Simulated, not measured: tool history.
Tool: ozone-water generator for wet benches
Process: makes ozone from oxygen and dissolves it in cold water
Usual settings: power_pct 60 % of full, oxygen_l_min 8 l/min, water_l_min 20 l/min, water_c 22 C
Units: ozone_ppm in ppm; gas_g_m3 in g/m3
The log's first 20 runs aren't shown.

run	hour	power_pct	oxygen_l_min	water_l_min	water_c	ozone_ppm	gas_g_m3
21	606.8	98	7.89	21	23	31.1	356.1
22	652.1	89	8	20	18	32.3	325.1
23	693.1	76	13.69	21	16	25	199.6
24	736.8	76	13.69	21	16	25	200.9
25	762.4	76	13.69	21	16	24.7	200.3
26	787.6	60	8	26	22	17.3	228.3
27	834.5	60	8	26	22	17.3	228.1
28	855	60	14.17	13	22	23.6	158.2
29	902.1	62	5.82	14	18	33.1	285.6
30	930.4	95	8.38	18	16	38.5	332.1
31	950.8	60	6.23	31	16	15.9	266.3
32	977	52	6.23	31	16	14	232.6
33	1009.7	52	5.81	31	16	14	249.5
34	1037.3	52	5.81	31	16	14	246.6

3 ways to go on from here, each from the tool as it stands after run 34. What would each give?
A	1078.9	44	5.81	31	16	?	?
B	1078.9	60	8.37	14	29	?	?
C	1078.9	75	13.66	16	16	?	?

run	ozone_ppm	gas_g_m3
A	12.3	213.7
B	23.4	220.8
C	29.4	196
Without the tool's hidden state the same runs would have given:
run	ozone_ppm	gas_g_m3
A	13.3	215.9
B	25	224
C	31.7	199.5
